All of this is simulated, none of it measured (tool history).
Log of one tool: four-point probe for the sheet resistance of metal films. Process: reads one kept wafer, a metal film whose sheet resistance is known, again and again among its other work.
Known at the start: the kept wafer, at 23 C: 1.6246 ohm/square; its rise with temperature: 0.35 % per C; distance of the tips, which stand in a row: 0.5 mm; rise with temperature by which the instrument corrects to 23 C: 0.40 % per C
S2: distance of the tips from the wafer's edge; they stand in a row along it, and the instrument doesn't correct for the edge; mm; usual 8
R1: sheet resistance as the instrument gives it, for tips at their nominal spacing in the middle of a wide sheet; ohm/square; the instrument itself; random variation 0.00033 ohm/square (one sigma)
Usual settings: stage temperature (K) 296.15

{"run": 1, "hour": 0.0, "stage temperature (K)": 296.15, "S2": 8, "R1": 1.636582}
{"run": 2, "hour": 28.9, "stage temperature (K)": 296.15, "S2": 8, "R1": 1.636361}
{"run": 3, "hour": 57.0, "stage temperature (K)": 296.15, "S2": 8, "R1": 1.636364}
{"run": 4, "hour": 105.0, "stage temperature (K)": 296.15, "S2": 8, "R1": 1.636486}
{"run": 5, "hour": 152.8, "stage temperature (K)": 296.15, "S2": 8, "R1": 1.636096}
{"run": 6, "hour": 193.9, "stage temperature (K)": 296.15, "S2": 8, "R1": 1.636328}
{"run": 7, "hour": 219.1, "stage temperature (K)": 296.15, "S2": 8, "R1": 1.636752}
{"run": 8, "hour": 267.3, "stage temperature (K)": 296.15, "S2": 8, "R1": 1.637444}
{"run": 9, "hour": 314.4, "stage temperature (K)": 296.15, "S2": 8, "R1": 1.637487}
{"run": 10, "hour": 346.5, "stage temperature (K)": 296.15, "S2": 8, "R1": 1.637128}
{"run": 11, "hour": 383.2, "stage temperature (K)": 296.15, "S2": 17, "R1": 1.634947}
{"run": 12, "hour": 425.0, "stage temperature (K)": 296.15, "S2": 17, "R1": 1.634452}
{"run": 13, "hour": 481.8, "stage temperature (K)": 296.15, "S2": 17, "R1": 1.634834}
{"run": 14, "hour": 542.1, "stage temperature (K)": 296.15, "S2": 3, "R1": 1.658075}
{"run": 15, "hour": 580.7, "stage temperature (K)": 293.15, "S2": 3, "R1": 1.660789}
{"run": 16, "hour": 636.6, "stage temperature (K)": 293.15, "S2": 3, "R1": 1.660879}
{"run": 17, "hour": 689.6, "stage temperature (K)": 293.15, "S2": 3, "R1": 1.661313}
{"run": 18, "hour": 731.2, "stage temperature (K)": 296.15, "S2": 60, "R1": 1.634561}
{"run": 19, "hour": 782.3, "stage temperature (K)": 296.15, "S2": 60, "R1": 1.634902}
{"run": 20, "hour": 843.0, "stage temperature (K)": 296.15, "S2": 60, "R1": 1.635327}
{"run": 21, "hour": 884.7, "stage temperature (K)": 295.15, "S2": 5, "R1": 1.644532}
{"run": 22, "hour": 928.7, "stage temperature (K)": 295.15, "S2": 5, "R1": 1.644753}
{"run": 23, "hour": 972.8, "stage temperature (K)": 301.15, "S2": 53, "R1": 1.630278}
{"run": 24, "hour": 1013.8, "stage temperature (K)": 300.15, "S2": 11, "R1": 1.633309}
{"run": 25, "hour": 1064.3, "stage temperature (K)": 296.15, "S2": 15, "R1": 1.636097}
{"run": 26, "hour": 1098.5, "stage temperature (K)": 296.15, "S2": 15, "R1": 1.636108}
{"run": 27, "hour": 1152.2, "stage temperature (K)": 296.15, "S2": 15, "R1": 1.636681}
{"run": 28, "hour": 1195.7, "stage temperature (K)": 298.15, "S2": 6, "R1": 1.639656}
{"run": 29, "hour": 1224.4, "stage temperature (K)": 298.15, "S2": 6, "R1": 1.640371}
{"run": 30, "hour": 1252.1, "stage temperature (K)": 306.15, "S2": 38, "R1": 1.627132}
{"run": 31, "hour": 1297.7, "stage temperature (K)": 306.15, "S2": 38, "R1": 1.627376}
{"run": 32, "hour": 1333.7, "stage temperature (K)": 303.15, "S2": 32, "R1": 1.62929}
{"run": 33, "hour": 1359.4, "stage temperature (K)": 297.15, "S2": 41, "R1": 1.634788}
{"run": 34, "hour": 1389.7, "stage temperature (K)": 299.15, "S2": 37, "R1": 1.634056}
{"run": 35, "hour": 1429.0, "stage temperature (K)": 302.15, "S2": 8, "R1": 1.634124}
{"run": 36, "hour": 1462.2, "stage temperature (K)": 302.15, "S2": 8, "R1": 1.634272}
{"run": 37, "hour": 1495.2, "stage temperature (K)": 304.15, "S2": 59, "R1": 1.629279}
{"run": 38, "hour": 1529.9, "stage temperature (K)": 304.15, "S2": 59, "R1": 1.629467}
{"run": 39, "hour": 1559.1, "stage temperature (K)": 304.15, "S2": 59, "R1": 1.629635}

5 ways to go on from here, each from the tool as it stands after run 39. What would each give?
{"hour": 1606.6, "done": "stage's thermometer calibrated"}
{"run": "A", "hour": 1616.1, "stage temperature (K)": 295.15, "S2": 23, "R1": "?"}
{"hour": 1606.6, "done": "stage's thermometer calibrated"}
{"run": "B", "hour": 1616.1, "stage temperature (K)": 305.15, "S2": 9, "R1": "?"}
{"hour": 1606.6, "done": "stage's thermometer calibrated"}
{"run": "C", "hour": 1616.1, "stage temperature (K)": 296.15, "S2": 9, "R1": "?"}
{"hour": 1606.6, "done": "stage's thermometer calibrated"}
{"run": "D", "hour": 1616.1, "stage temperature (K)": 296.15, "S2": 5, "R1": "?"}
{"hour": 1606.6, "done": "stage's thermometer calibrated"}
{"run": "E", "hour": 1616.1, "stage temperature (K)": 302.15, "S2": 59, "R1": "?"}

run=A R1=1.635897
run=B R1=1.628761
run=C R1=1.636635
run=D R1=1.643372
run=E R1=1.628715
Without the tool's hidden state the same runs would have given:
run=A R1=1.626583
run=B R1=1.619506
run=C R1=1.627319
run=D R1=1.63402
run=E R1=1.619455
